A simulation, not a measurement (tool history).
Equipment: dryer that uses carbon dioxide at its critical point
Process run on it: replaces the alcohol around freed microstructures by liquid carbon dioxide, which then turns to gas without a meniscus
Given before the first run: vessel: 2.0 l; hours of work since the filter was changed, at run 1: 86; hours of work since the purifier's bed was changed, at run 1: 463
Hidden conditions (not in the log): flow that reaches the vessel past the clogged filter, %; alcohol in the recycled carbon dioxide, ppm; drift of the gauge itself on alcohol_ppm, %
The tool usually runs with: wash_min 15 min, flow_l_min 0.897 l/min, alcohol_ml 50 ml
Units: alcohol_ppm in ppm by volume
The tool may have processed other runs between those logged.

run	hour	wash_min	flow_l_min	alcohol_ml	hours of work since the filter was changed	hours of work since the purifier's bed was changed	alcohol_ppm
1	0.0	15	0.897	50	86	463	124
2	47.9	15	0.658	50	102	478	324
3	81.8	15	0.658	50	112	489	346
4	116.9	15	0.897	50	124	501	133
5	140.2	15	0.897	45	131	508	140
6	191.1	15	0.897	45	148	525	142
7	243.1	15	0.544	50	164	541	744
8	277.1	15	0.544	50	175	552	734
9	307.2	15	0.544	50	185	562	762
# hour 317.8: inlet filter changed
10	349.1	20	0.544	58	10	575	211
11	390.2	15	1.007	27	23	588	96

Expected results for the next run?
12	431.8	13	1.357	40	37	602	?

Run 12 yielded alcohol_ppm 91 ppm by volume.
Take away the tool's hidden state, keep the run-to-run variation as it was, and the same run would have given alcohol_ppm 3 ppm by volume.
